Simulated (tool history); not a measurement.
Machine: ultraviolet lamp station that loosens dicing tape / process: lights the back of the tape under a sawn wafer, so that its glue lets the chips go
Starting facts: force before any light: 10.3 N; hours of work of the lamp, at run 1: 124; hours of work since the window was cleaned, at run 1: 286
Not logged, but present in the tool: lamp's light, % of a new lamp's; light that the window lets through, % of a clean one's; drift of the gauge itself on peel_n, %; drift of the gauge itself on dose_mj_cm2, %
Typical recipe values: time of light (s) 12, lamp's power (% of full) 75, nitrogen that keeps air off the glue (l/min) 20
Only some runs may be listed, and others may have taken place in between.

run,day,time of light (s),lamp's power (% of full),nitrogen that keeps air off the glue (l/min),hours of work of the lamp,hours of work since the window was cleaned,force that peels the tape off (N),light that reached the tape (J/m2)
1,0,12,75,20,124,286,0.427,3350
2,0.354,12,75,20,130,292,0.444,3360
3,0.588,12,75,31,135,297,0.28,3340
4,0.95,12,75,31,141,303,0.281,3360
5,1.3,12,75,31,148,310,0.285,3350
6,1.592,12,75,31,153,315,0.287,3230
7,1.975,12,75,31,160,322,0.29,3300
8,2.154,12,75,31,163,325,0.285,3290
9,2.454,12,75,31,169,331,0.297,3270
10,2.629,12,75,20,172,334,0.469,3330
11,2.992,12,75,20,179,341,0.447,3260
12,3.388,12,75,20,186,348,0.458,3270
13,3.658,12,75,20,191,353,0.467,3210
14,4.042,12,75,20,198,360,0.476,3210
15,4.45,12,75,20,205,367,0.495,3260
16,4.808,12,75,20,212,374,0.469,3150
17,5.1,12,92,20,217,379,0.265,3930
18,5.429,12,92,24,223,385,0.229,3980
19,5.679,12,92,24,228,390,0.218,3850
20,5.917,14,75,20,232,394,0.307,3630
21,6.092,12,75,20,236,398,0.501,3130
22,6.362,12,75,20,241,403,0.508,3150
23,6.746,12,83,8,248,410,1.038,3510
24,7.012,12,83,8,253,415,1.009,3460
25,7.271,12,62,20,257,419,0.822,2590
26,7.467,15,78,6,261,423,0.936,4100
27,7.788,15,78,6,267,429,0.89,4010
28,8.142,19,83,6,273,435,0.425,5440
29,8.471,22,75,10,279,441,0.208,5590
30,8.646,15,75,20,283,445,0.283,3820
31,8.954,23,63,30,288,450,0.094,4930
32,9.188,23,77,21,292,454,0.075,6000
33,9.512,7,61,12,298,460,3.258,1450
34,9.879,7,98,8,305,467,2.07,2330
35,10.108,7,98,8,309,471,2.159,2290
36,10.317,8,94,7,313,475,2.053,2550
37,10.588,12,64,13,318,480,1.279,2600
38,10.929,12,64,13,324,486,1.315,2560
39,11.271,19,90,9,331,493,0.216,5640
40,11.475,12,70,11,335,497,1.222,2790
41,11.867,12,75,11,342,504,1.054,2970
42,12.033,22,75,32,345,507,0.072,5410
43,12.2,12,82,11,348,510,0.875,3250

Consider 3 possible next runs. They are alternatives, not a sequence: every one starts from the tool as it was left by run 43. What does each give?
A,12.546,8,81,36,354,516,?,?
B,12.546,7,93,36,354,516,?,?
C,12.546,8,100,27,354,516,?,?

run,force that peels the tape off (N),light that reached the tape (J/m2)
A,0.875,2130
B,0.888,2120
C,0.642,2610
Without the tool's unlogged condition, the same runs would have read:
run,force that peels the tape off (N),light that reached the tape (J/m2)
A,0.444,2750
B,0.443,2750
C,0.306,3390
